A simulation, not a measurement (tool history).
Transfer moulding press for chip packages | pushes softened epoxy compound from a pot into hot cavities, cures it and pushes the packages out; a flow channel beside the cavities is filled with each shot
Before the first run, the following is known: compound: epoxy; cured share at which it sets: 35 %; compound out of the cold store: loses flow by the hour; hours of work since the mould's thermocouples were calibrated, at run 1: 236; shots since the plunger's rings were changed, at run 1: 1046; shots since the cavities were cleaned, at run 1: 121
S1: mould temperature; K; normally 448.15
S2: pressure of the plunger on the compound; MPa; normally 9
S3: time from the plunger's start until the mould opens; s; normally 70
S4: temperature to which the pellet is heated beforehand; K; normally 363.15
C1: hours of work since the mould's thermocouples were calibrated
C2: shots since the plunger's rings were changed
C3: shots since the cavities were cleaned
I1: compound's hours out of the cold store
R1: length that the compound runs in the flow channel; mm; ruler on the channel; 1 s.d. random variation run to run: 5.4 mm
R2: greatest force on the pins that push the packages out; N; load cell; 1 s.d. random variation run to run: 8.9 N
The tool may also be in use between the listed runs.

run 1 hour=0 | S1=448.15 S2=9 S3=70 S4=363.15 | C1=236 C2=1046 C3=121 | I1=26.8 | R1=941 R2=486
run 2 hour=13.6 | S1=448.15 S2=9 S3=70 S4=363.15 | C1=244 C2=1244 C3=319 | I1=8.4 | R1=1041 R2=619
-- hour=23.1 cavities cleaned with cleaning compound and waxed
run 3 hour=42.5 | S1=448.15 S2=9 S3=70 S4=363.15 | C1=262 C2=1642 C3=282 | I1=24.9 | R1=953 R2=742
-- hour=53.3 cavities cleaned with cleaning compound and waxed
run 4 hour=69.6 | S1=448.15 S2=9 S3=70 S4=363.15 | C1=278 C2=2014 C3=236 | I1=32.3 | R1=893 R2=559
-- hour=76 cavities cleaned with cleaning compound and waxed, once more
run 5 hour=92 | S1=448.15 S2=9.98 S3=70 S4=363.15 | C1=291 C2=2318 C3=232 | I1=39.8 | R1=909 R2=527
-- hour=106.4 cavities cleaned with cleaning compound and waxed
run 6 hour=120.3 | S1=448.15 S2=9.98 S3=70 S4=363.15 | C1=308 C2=2708 C3=202 | I1=13.5 | R1=1045 R2=562
-- hour=138.2 cavities cleaned with cleaning compound and waxed
run 7 hour=138.6 | S1=448.15 S2=9.98 S3=70 S4=363.15 | C1=319 C2=2952 C3=5 | I1=39 | R1=899 R2=414
run 8 hour=157.6 | S1=448.15 S2=9.98 S3=70 S4=363.15 | C1=331 C2=3228 C3=281 | I1=20.8 | R1=988 R2=584
-- hour=170 cavities cleaned with cleaning compound and waxed
run 9 hour=175 | S1=448.15 S2=9.98 S3=70 S4=363.15 | C1=341 C2=3460 C3=72 | I1=28 | R1=956 R2=465
run 10 hour=192.4 | S1=448.15 S2=9 S3=70 S4=363.15 | C1=352 C2=3712 C3=324 | I1=40.3 | R1=836 R2=577
-- hour=200.6 cavities cleaned with cleaning compound and waxed
run 11 hour=210.7 | S1=448.15 S2=9.75 S3=70 S4=357.15 | C1=363 C2=3957 C3=146 | I1=26 | R1=949 R2=508
-- hour=231 cavities cleaned with cleaning compound and waxed
run 12 hour=238.6 | S1=448.15 S2=8.19 S3=70 S4=363.15 | C1=379 C2=4341 C3=111 | I1=13.4 | R1=911 R2=503
run 13 hour=256.6 | S1=448.15 S2=7.16 S3=70 S4=373.15 | C1=391 C2=4603 C3=373 | I1=44.8 | R1=719 R2=580

Expected results for the next run?
-- hour=261.8 cavities cleaned with cleaning compound and waxed
run 14 hour=281.9 | S1=448.15 S2=7.16 S3=70 S4=373.15 | C1=406 C2=4948 C3=292 | I1=41.8 | R1=? R2=?

R1: 716 mm
R2: 559 N
On a tool with no hidden condition, and with the same random variation, this run would have come out at R1 777 mm, R2 393 N.
